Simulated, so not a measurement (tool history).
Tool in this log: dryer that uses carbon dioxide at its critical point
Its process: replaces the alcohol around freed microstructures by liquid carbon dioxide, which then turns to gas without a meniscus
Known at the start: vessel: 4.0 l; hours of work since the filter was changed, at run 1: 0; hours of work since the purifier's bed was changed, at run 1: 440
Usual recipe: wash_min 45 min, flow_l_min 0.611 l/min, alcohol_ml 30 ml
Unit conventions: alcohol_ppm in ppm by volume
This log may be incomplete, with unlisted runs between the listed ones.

run,hour,wash_min,flow_l_min,alcohol_ml,hours of work since the filter was changed,hours of work since the purifier's bed was changed,alcohol_ppm
1,0.0,45,0.611,30,0,440,45
2,43.5,45,0.611,30,22,462,46
3,91.4,45,0.611,30,47,487,56
4,123.7,45,0.611,30,64,504,49
5,177.5,37,0.611,30,92,531,107
6,222.4,37,0.611,30,115,554,103
7,278.2,68,0.611,30,144,583,29
8,330.8,45,0.611,30,171,610,69
9,356.9,45,0.611,30,184,624,59
10,383.2,45,0.611,27,198,637,62
11,437.5,45,0.611,27,226,665,63
12,486.4,45,0.611,30,251,691,68
13,528.0,45,0.611,30,272,712,77
# hour 546.4: inlet filter changed
14,557.2,45,0.611,30,6,727,53
15,599.1,45,0.611,30,27,748,58
16,643.9,45,0.754,30,50,771,42
17,674.6,45,0.754,30,66,787,47
18,723.5,54,0.754,30,91,812,39
19,783.9,34,0.386,30,122,844,588
20,814.0,34,0.386,30,138,859,590
21,862.0,38,0.371,30,163,884,518
22,918.4,38,0.371,30,192,913,559
23,954.4,42,0.371,30,210,931,429
24,983.2,35,0.611,37,225,946,195
25,1039.3,34,0.685,23,254,975,108
26,1084.1,68,0.851,23,277,998,46

Branching from run 26: 4 alternative next runs. What would each branch give?
# hour 1092.8: inlet filter changed
A,1139.0,68,0.418,23,24,1026,?
# hour 1092.8: inlet filter changed
B,1139.0,45,0.611,59,24,1026,?
# hour 1092.8: inlet filter changed
C,1139.0,37,0.611,54,24,1026,?
# hour 1092.8: inlet filter changed
D,1139.0,58,0.688,69,24,1026,?

run,alcohol_ppm
A,56
B,91
C,158
D,38
Without the tool's unlogged condition, the same runs would have read:
run,alcohol_ppm
A,12
B,44
C,109
D,0
